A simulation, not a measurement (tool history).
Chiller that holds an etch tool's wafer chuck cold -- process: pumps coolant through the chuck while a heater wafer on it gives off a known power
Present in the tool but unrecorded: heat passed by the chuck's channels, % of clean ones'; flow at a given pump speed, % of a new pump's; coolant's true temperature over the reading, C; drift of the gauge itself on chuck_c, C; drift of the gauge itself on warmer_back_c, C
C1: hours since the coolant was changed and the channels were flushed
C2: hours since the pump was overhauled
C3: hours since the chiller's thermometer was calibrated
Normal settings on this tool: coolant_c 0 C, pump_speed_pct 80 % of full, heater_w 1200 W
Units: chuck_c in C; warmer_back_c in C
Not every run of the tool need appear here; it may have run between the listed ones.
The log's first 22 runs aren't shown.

Run 23, hour 1708.4: usual settings but coolant_c -4 C, heater_w 734 W; C1 771; C2 1129; C3 4143. Result: chuck_c 1.78 C, warmer_back_c 2.98 C.
Run 24, hour 1818.1: usual settings but coolant_c -4 C, heater_w 734 W; C1 880; C2 1238; C3 4252. Result: chuck_c 1.83 C, warmer_back_c 2.92 C.
At hour 1905.8: chiller's thermometer calibrated.
Run 25, hour 1923.1: usual settings but coolant_c -2 C, pump_speed_pct 85 % of full, heater_w 631 W; C1 984; C2 1342; C3 17. Result: chuck_c 2.80 C, warmer_back_c 2.31 C.
Run 26, hour 2000.8: usual settings but coolant_c -2 C, pump_speed_pct 85 % of full, heater_w 631 W; C1 1062; C2 1420; C3 95. Result: chuck_c 2.80 C, warmer_back_c 2.25 C.
Run 27, hour 2103.7: usual settings but coolant_c -2 C, pump_speed_pct 85 % of full, heater_w 631 W; C1 1165; C2 1523; C3 198. Result: chuck_c 2.68 C, warmer_back_c 2.24 C.
Run 28, hour 2195.7: usual settings but coolant_c -2 C, pump_speed_pct 73 % of full, heater_w 631 W; C1 1257; C2 1615; C3 290. Result: chuck_c 3.23 C, warmer_back_c 2.67 C.
Run 29, hour 2277.4: usual settings but coolant_c -2 C, pump_speed_pct 73 % of full, heater_w 631 W; C1 1339; C2 1697; C3 372. Result: chuck_c 3.15 C, warmer_back_c 2.67 C.
Run 30, hour 2342.3: usual settings but coolant_c -2 C, pump_speed_pct 73 % of full, heater_w 631 W; C1 1404; C2 1762; C3 436. Result: chuck_c 3.42 C, warmer_back_c 2.61 C.
At hour 2382.7: gauge calibrated.
Run 31, hour 2429.2: usual settings but coolant_c -2 C, pump_speed_pct 73 % of full, heater_w 1154 W; C1 1491; C2 1849; C3 523. Result: chuck_c 7.51 C, warmer_back_c 5.49 C.

Branching from run 31: 4 alternative next runs. What would each branch give?
Run A, hour 2527.5: usual settings but coolant_c -2 C, heater_w 1448 W; C1 1589; C2 1947; C3 622. Result: chuck_c ?, warmer_back_c ?.
Run B, hour 2527.5: usual settings but coolant_c 6 C, pump_speed_pct 68 % of full, heater_w 707 W; C1 1589; C2 1947; C3 622. Result: chuck_c ?, warmer_back_c ?.
Run C, hour 2527.5: usual settings but pump_speed_pct 86 % of full; C1 1589; C2 1947; C3 622. Result: chuck_c ?, warmer_back_c ?.
Run D, hour 2527.5: usual settings but coolant_c -2 C, pump_speed_pct 71 % of full, heater_w 1154 W; C1 1589; C2 1947; C3 622. Result: chuck_c ?, warmer_back_c ?.

run  chuck_c  warmer_back_c
  A     9.48           6.28
  B    12.22           3.55
  C     9.08           4.75
  D     7.92           5.64
Had the tool no hidden state, the same runs would have come out as:
run  chuck_c  warmer_back_c
  A     9.45           6.33
  B    12.21           3.60
  C     9.06           4.80
  D     7.89           5.69

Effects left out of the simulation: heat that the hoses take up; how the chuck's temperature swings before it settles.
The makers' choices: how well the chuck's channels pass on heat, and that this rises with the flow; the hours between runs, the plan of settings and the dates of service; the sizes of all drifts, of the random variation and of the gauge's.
